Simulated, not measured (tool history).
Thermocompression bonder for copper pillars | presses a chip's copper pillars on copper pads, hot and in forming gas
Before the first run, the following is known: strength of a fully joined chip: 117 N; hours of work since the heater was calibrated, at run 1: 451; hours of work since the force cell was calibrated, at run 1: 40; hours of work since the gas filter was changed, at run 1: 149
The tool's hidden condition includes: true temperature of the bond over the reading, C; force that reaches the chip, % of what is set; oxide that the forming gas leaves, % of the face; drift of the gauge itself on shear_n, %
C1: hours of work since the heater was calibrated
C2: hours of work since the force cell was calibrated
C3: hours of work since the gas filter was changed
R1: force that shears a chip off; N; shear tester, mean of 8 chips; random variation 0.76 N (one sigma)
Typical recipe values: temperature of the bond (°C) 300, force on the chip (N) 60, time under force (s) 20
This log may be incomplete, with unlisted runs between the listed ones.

run 1 hour=0.0 | temperature_of_the_bond_(°C)=300 force_on_the_chip_(N)=60 time_under_force_(s)=20 | C1=451 C2=40 C3=149 | R1=49.5
run 2 hour=4.3 | temperature_of_the_bond_(°C)=295 force_on_the_chip_(N)=60 time_under_force_(s)=20 | C1=453 C2=42 C3=152 | R1=47.1
run 3 hour=9.9 | temperature_of_the_bond_(°C)=300 force_on_the_chip_(N)=60 time_under_force_(s)=20 | C1=456 C2=45 C3=155 | R1=51.3
-- hour=16.5 forming gas filter changed
run 4 hour=18.3 | temperature_of_the_bond_(°C)=300 force_on_the_chip_(N)=60 time_under_force_(s)=20 | C1=460 C2=49 C3=1 | R1=51.5
run 5 hour=27.6 | temperature_of_the_bond_(°C)=300 force_on_the_chip_(N)=60 time_under_force_(s)=20 | C1=466 C2=54 C3=6 | R1=52.0
run 6 hour=33.5 | temperature_of_the_bond_(°C)=300 force_on_the_chip_(N)=60 time_under_force_(s)=20 | C1=469 C2=58 C3=9 | R1=51.6
run 7 hour=38.5 | temperature_of_the_bond_(°C)=322 force_on_the_chip_(N)=60 time_under_force_(s)=20 | C1=472 C2=60 C3=12 | R1=68.9
run 8 hour=43.5 | temperature_of_the_bond_(°C)=300 force_on_the_chip_(N)=60 time_under_force_(s)=20 | C1=474 C2=63 C3=15 | R1=51.5
run 9 hour=51.9 | temperature_of_the_bond_(°C)=300 force_on_the_chip_(N)=41 time_under_force_(s)=20 | C1=479 C2=68 C3=19 | R1=35.9
run 10 hour=58.5 | temperature_of_the_bond_(°C)=300 force_on_the_chip_(N)=41 time_under_force_(s)=20 | C1=482 C2=71 C3=23 | R1=36.1
run 11 hour=62.7 | temperature_of_the_bond_(°C)=300 force_on_the_chip_(N)=41 time_under_force_(s)=20 | C1=485 C2=74 C3=25 | R1=35.2
run 12 hour=68.2 | temperature_of_the_bond_(°C)=300 force_on_the_chip_(N)=41 time_under_force_(s)=20 | C1=488 C2=77 C3=28 | R1=37.0
run 13 hour=75.7 | temperature_of_the_bond_(°C)=300 force_on_the_chip_(N)=41 time_under_force_(s)=20 | C1=492 C2=81 C3=32 | R1=35.6
run 14 hour=84.6 | temperature_of_the_bond_(°C)=300 force_on_the_chip_(N)=46 time_under_force_(s)=20 | C1=497 C2=86 C3=37 | R1=39.5
run 15 hour=89.7 | temperature_of_the_bond_(°C)=300 force_on_the_chip_(N)=46 time_under_force_(s)=20 | C1=500 C2=88 C3=40 | R1=38.7
run 16 hour=93.5 | temperature_of_the_bond_(°C)=300 force_on_the_chip_(N)=83 time_under_force_(s)=20 | C1=502 C2=90 C3=42 | R1=69.4
run 17 hour=98.8 | temperature_of_the_bond_(°C)=300 force_on_the_chip_(N)=83 time_under_force_(s)=20 | C1=505 C2=93 C3=45 | R1=66.7
run 18 hour=106.7 | temperature_of_the_bond_(°C)=300 force_on_the_chip_(N)=83 time_under_force_(s)=20 | C1=509 C2=98 C3=49 | R1=66.4
run 19 hour=112.2 | temperature_of_the_bond_(°C)=300 force_on_the_chip_(N)=83 time_under_force_(s)=20 | C1=512 C2=101 C3=52 | R1=67.7
run 20 hour=117.8 | temperature_of_the_bond_(°C)=300 force_on_the_chip_(N)=83 time_under_force_(s)=20 | C1=515 C2=104 C3=55 | R1=67.1
run 21 hour=126.5 | temperature_of_the_bond_(°C)=300 force_on_the_chip_(N)=83 time_under_force_(s)=20 | C1=520 C2=109 C3=60 | R1=67.0
run 22 hour=135.3 | temperature_of_the_bond_(°C)=300 force_on_the_chip_(N)=83 time_under_force_(s)=20 | C1=525 C2=113 C3=65 | R1=68.6

The next listed run, before its measurement:
run 23 hour=140.6 | temperature_of_the_bond_(°C)=300 force_on_the_chip_(N)=86 time_under_force_(s)=30 | C1=527 C2=116 C3=68 | R1=?

{"run 23": {"R1": 77.9}}
Minus the tool's unlogged condition, the same run would have read R1 84.4 N.

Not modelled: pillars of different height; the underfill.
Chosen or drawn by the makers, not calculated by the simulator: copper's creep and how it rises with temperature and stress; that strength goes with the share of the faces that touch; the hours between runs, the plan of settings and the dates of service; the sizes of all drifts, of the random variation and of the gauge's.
